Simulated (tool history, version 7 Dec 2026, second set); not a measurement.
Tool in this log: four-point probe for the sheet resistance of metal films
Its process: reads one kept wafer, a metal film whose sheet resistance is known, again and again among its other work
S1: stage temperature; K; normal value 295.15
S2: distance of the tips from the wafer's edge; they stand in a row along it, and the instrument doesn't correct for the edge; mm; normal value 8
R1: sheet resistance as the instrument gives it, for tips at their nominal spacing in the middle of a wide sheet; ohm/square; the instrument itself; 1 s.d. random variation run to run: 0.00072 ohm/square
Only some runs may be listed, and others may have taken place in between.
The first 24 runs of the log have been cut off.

Run 25, hour 821.7: usual settings but S1 292.15 K, S2 66 mm. Result: R1 3.597167 ohm/square.
Run 26, hour 853: usual settings but S1 298.15 K, S2 66 mm. Result: R1 3.596309 ohm/square.
Run 27, hour 891.5: usual settings but S1 298.15 K, S2 66 mm. Result: R1 3.595539 ohm/square.
Run 28, hour 927.7: usual settings but S1 297.15 K, S2 4 mm. Result: R1 3.627361 ohm/square.
Run 29, hour 962.7: usual settings but S1 292.15 K, S2 9 mm. Result: R1 3.604169 ohm/square.
Run 30, hour 984.6: usual settings but S1 292.15 K, S2 9 mm. Result: R1 3.603618 ohm/square.
Run 31, hour 1020: usual settings but S1 298.15 K, S2 46 mm. Result: R1 3.597124 ohm/square.
Run 32, hour 1053.2: usual settings but S1 292.15 K, S2 13 mm. Result: R1 3.598739 ohm/square.
Run 33, hour 1075: usual settings but S1 294.15 K, S2 21 mm. Result: R1 3.597585 ohm/square.
Run 34, hour 1094.6: usual settings but S1 294.15 K, S2 21 mm. Result: R1 3.598099 ohm/square.
Run 35, hour 1118.1: usual settings but S2 11 mm. Result: R1 3.601675 ohm/square.
Run 36, hour 1157.2: usual settings but S2 11 mm. Result: R1 3.599655 ohm/square.

What does the tool deliver on the next run?
Run 37, hour 1183.8: usual settings but S2 36 mm. Result: R1 ?.

For run 37 the tool returned R1 3.595383 ohm/square.
On a tool with no hidden condition, and with the same random variation, this run would have come out at R1 3.594973 ohm/square.
